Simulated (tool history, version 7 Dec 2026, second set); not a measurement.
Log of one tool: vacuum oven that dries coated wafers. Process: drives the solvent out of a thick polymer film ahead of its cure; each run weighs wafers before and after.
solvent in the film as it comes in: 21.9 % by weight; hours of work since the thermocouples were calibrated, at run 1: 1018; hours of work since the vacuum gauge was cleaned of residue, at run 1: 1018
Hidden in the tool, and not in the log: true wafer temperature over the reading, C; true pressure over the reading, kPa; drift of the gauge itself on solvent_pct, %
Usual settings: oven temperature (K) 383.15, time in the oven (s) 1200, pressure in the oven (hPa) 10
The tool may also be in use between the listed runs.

run   hour  oven temperature (K)  time in the oven (s)  pressure in the oven (hPa)  hours of work since the thermocouples were calibrated  hours of work since the vacuum gauge was cleaned of residue  solvent left in the film (%)
  1      0                383.15                  1200                          10                                                   1018                                                         1018                          4.22
  2   22.9                383.15                  1200                          10                                                   1029                                                         1029                          4.39
  3   71.1                383.15                  1200                          10                                                   1052                                                         1052                          4.39
  4  115.4                383.15                  1200                          10                                                   1073                                                         1073                          4.28
  5  163.5                383.15                  1200                          10                                                   1097                                                         1097                          4.37
  6  205.9                383.15                  1200                          10                                                   1117                                                         1117                          4.39
  7  231.9                383.15                  1920                          10                                                   1129                                                         1129                          2.19
  8  273.6                383.15                  1200                          10                                                   1149                                                         1149                          4.35
  9  317.7                383.15                  1200                          10                                                   1171                                                         1171                          4.36
 10  362.2                390.15                  1200                        12.4                                                   1192                                                         1192                          2.55
 11  390.2                392.15                  1560                        13.4                                                   1205                                                         1205                           1.5
 12    422                395.15                  1200                        37.9                                                   1221                                                         1221                          3.08
 13  466.8                395.15                  1200                        37.9                                                   1242                                                         1242                          3.05
 14  521.5                383.15                  1440                        20.6                                                   1268                                                         1268                          4.17
 15    571                383.15                  1440                        20.6                                                   1292                                                         1292                          4.31
 16  624.7                383.15                  1440                        20.6                                                   1318                                                         1318                          4.25
 17  675.7                370.15                  1800                        16.2                                                   1342                                                         1342                          7.28

5 ways to go on from here, each from the tool as it stands after run 17. What would each give?
  A  711.3                370.15                  1260                         6.9                                                   1359                                                         1359                             ?
  B  711.3                392.15                  1380                        12.3                                                   1359                                                         1359                             ?
  C  711.3                371.15                  1200                          33                                                   1359                                                         1359                             ?
  D  711.3                380.15                  1920                         9.3                                                   1359                                                         1359                             ?
  E  711.3                368.15                  1560                         7.7                                                   1359                                                         1359                             ?

run  solvent left in the film (%)
  A                          8.58
  B                          1.72
  C                         10.71
  D                          2.94
  E                           7.8
Without the tool's hidden state the same runs would have given:
run  solvent left in the film (%)
  A                          8.53
  B                           1.7
  C                         10.66
  D                           2.9
  E                          7.75

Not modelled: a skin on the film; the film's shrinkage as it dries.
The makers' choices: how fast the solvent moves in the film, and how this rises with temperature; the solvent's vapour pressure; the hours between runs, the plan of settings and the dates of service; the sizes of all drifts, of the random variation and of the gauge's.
